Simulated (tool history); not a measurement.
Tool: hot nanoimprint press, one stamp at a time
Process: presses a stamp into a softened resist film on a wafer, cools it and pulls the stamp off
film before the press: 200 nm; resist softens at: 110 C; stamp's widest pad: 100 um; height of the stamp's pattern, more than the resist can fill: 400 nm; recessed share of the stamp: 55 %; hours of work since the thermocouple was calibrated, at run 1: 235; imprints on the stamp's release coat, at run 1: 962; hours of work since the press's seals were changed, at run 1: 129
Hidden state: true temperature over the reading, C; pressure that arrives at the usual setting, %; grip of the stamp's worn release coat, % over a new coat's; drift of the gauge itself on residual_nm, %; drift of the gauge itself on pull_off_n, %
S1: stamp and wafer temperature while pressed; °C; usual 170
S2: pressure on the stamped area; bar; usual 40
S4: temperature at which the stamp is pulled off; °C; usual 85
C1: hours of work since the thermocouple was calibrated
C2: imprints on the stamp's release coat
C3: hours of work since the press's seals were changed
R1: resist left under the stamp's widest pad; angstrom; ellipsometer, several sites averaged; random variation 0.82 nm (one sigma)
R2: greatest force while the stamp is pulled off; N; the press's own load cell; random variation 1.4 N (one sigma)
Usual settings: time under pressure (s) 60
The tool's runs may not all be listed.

{"run": 1, "hour": 0.0, "S1": 170, "S2": 40, "time under pressure (s)": 60, "S4": 85, "C1": 235, "C2": 962, "C3": 129, "R1": 1148, "R2": 138}
{"run": 2, "hour": 9.1, "S1": 170, "S2": 29.2, "time under pressure (s)": 60, "S4": 85, "C1": 242, "C2": 993, "C3": 136, "R1": 1322, "R2": 137}
{"run": 3, "hour": 16.6, "S1": 170, "S2": 29.2, "time under pressure (s)": 60, "S4": 85, "C1": 248, "C2": 1018, "C3": 142, "R1": 1337, "R2": 137}
{"run": 4, "hour": 24.8, "S1": 170, "S2": 29.2, "time under pressure (s)": 60, "S4": 71, "C1": 254, "C2": 1045, "C3": 149, "R1": 1349, "R2": 168}
{"run": 5, "hour": 39.1, "S1": 170, "S2": 29.2, "time under pressure (s)": 60, "S4": 71, "C1": 266, "C2": 1094, "C3": 160, "R1": 1339, "R2": 169}
{"hour": 48.0, "done": "stamp cleaned and given a new release coat"}
{"run": 6, "hour": 54.5, "S1": 170, "S2": 40, "time under pressure (s)": 60, "S4": 85, "C1": 273, "C2": 22, "C3": 167, "R1": 1183, "R2": 123}
{"run": 7, "hour": 63.7, "S1": 170, "S2": 40, "time under pressure (s)": 60, "S4": 85, "C1": 280, "C2": 53, "C3": 174, "R1": 1184, "R2": 124}
{"run": 8, "hour": 70.8, "S1": 170, "S2": 40, "time under pressure (s)": 60, "S4": 85, "C1": 286, "C2": 77, "C3": 180, "R1": 1178, "R2": 125}
{"run": 9, "hour": 78.8, "S1": 170, "S2": 40, "time under pressure (s)": 60, "S4": 85, "C1": 292, "C2": 104, "C3": 186, "R1": 1174, "R2": 124}
{"run": 10, "hour": 89.4, "S1": 170, "S2": 40, "time under pressure (s)": 60, "S4": 85, "C1": 300, "C2": 140, "C3": 194, "R1": 1167, "R2": 126}
{"run": 11, "hour": 103.5, "S1": 170, "S2": 40, "time under pressure (s)": 60, "S4": 85, "C1": 311, "C2": 187, "C3": 205, "R1": 1173, "R2": 130}
{"run": 12, "hour": 111.5, "S1": 170, "S2": 40, "time under pressure (s)": 60, "S4": 85, "C1": 317, "C2": 214, "C3": 211, "R1": 1189, "R2": 128}
{"run": 13, "hour": 123.6, "S1": 170, "S2": 40, "time under pressure (s)": 60, "S4": 85, "C1": 327, "C2": 255, "C3": 221, "R1": 1186, "R2": 130}
{"run": 14, "hour": 131.6, "S1": 170, "S2": 40, "time under pressure (s)": 47, "S4": 85, "C1": 333, "C2": 281, "C3": 227, "R1": 1279, "R2": 129}
{"run": 15, "hour": 137.9, "S1": 170, "S2": 40, "time under pressure (s)": 47, "S4": 85, "C1": 338, "C2": 303, "C3": 232, "R1": 1288, "R2": 127}
{"run": 16, "hour": 146.9, "S1": 165, "S2": 40.2, "time under pressure (s)": 45, "S4": 89, "C1": 345, "C2": 333, "C3": 239, "R1": 1527, "R2": 119}
{"run": 17, "hour": 158.7, "S1": 165, "S2": 40.2, "time under pressure (s)": 45, "S4": 89, "C1": 354, "C2": 373, "C3": 248, "R1": 1539, "R2": 122}
{"run": 18, "hour": 169.0, "S1": 160, "S2": 63.1, "time under pressure (s)": 109, "S4": 73, "C1": 362, "C2": 407, "C3": 256, "R1": 1341, "R2": 156}
{"run": 19, "hour": 181.3, "S1": 163, "S2": 60.3, "time under pressure (s)": 43, "S4": 76, "C1": 372, "C2": 449, "C3": 266, "R1": 1480, "R2": 147}
{"run": 20, "hour": 194.4, "S1": 167, "S2": 40, "time under pressure (s)": 60, "S4": 85, "C1": 382, "C2": 493, "C3": 276, "R1": 1372, "R2": 131}
{"run": 21, "hour": 203.7, "S1": 167, "S2": 40, "time under pressure (s)": 60, "S4": 85, "C1": 389, "C2": 524, "C3": 283, "R1": 1366, "R2": 133}
{"run": 22, "hour": 218.4, "S1": 167, "S2": 40, "time under pressure (s)": 60, "S4": 85, "C1": 401, "C2": 573, "C3": 295, "R1": 1368, "R2": 133}
{"run": 23, "hour": 229.3, "S1": 177, "S2": 36.9, "time under pressure (s)": 63, "S4": 73, "C1": 409, "C2": 610, "C3": 303, "R1": 902, "R2": 162}
{"run": 24, "hour": 238.0, "S1": 170, "S2": 29.5, "time under pressure (s)": 56, "S4": 82, "C1": 416, "C2": 639, "C3": 310, "R1": 1378, "R2": 139}
{"run": 25, "hour": 249.7, "S1": 170, "S2": 29.5, "time under pressure (s)": 43, "S4": 82, "C1": 425, "C2": 679, "C3": 319, "R1": 1474, "R2": 139}
{"run": 26, "hour": 262.6, "S1": 181, "S2": 40.3, "time under pressure (s)": 54, "S4": 82, "C1": 435, "C2": 722, "C3": 329, "R1": 770, "R2": 142}
{"run": 27, "hour": 272.3, "S1": 165, "S2": 40, "time under pressure (s)": 60, "S4": 85, "C1": 443, "C2": 755, "C3": 337, "R1": 1490, "R2": 137}
{"run": 28, "hour": 286.0, "S1": 165, "S2": 40, "time under pressure (s)": 60, "S4": 85, "C1": 453, "C2": 801, "C3": 347, "R1": 1484, "R2": 135}
{"run": 29, "hour": 294.7, "S1": 171, "S2": 57.9, "time under pressure (s)": 60, "S4": 85, "C1": 460, "C2": 830, "C3": 354, "R1": 997, "R2": 138}

Forecast each of these 3 alternatives for the next run:
{"run": "A", "hour": 301.2, "S1": 165, "S2": 57.9, "time under pressure (s)": 61, "S4": 92, "C1": 465, "C2": 852, "C3": 359, "R1": "?", "R2": "?"}
{"run": "B", "hour": 301.2, "S1": 170, "S2": 40, "time under pressure (s)": 60, "S4": 75, "C1": 465, "C2": 852, "C3": 359, "R1": "?", "R2": "?"}
{"run": "C", "hour": 301.2, "S1": 165, "S2": 53.1, "time under pressure (s)": 60, "S4": 85, "C1": 465, "C2": 852, "C3": 359, "R1": "?", "R2": "?"}

run=A R1=1302 R2=121
run=B R1=1216 R2=161
run=C R1=1360 R2=138
Without the tool's hidden state the same runs would have given:
run=A R1=1141 R2=105
run=B R1=1074 R2=141
run=C R1=1201 R2=120
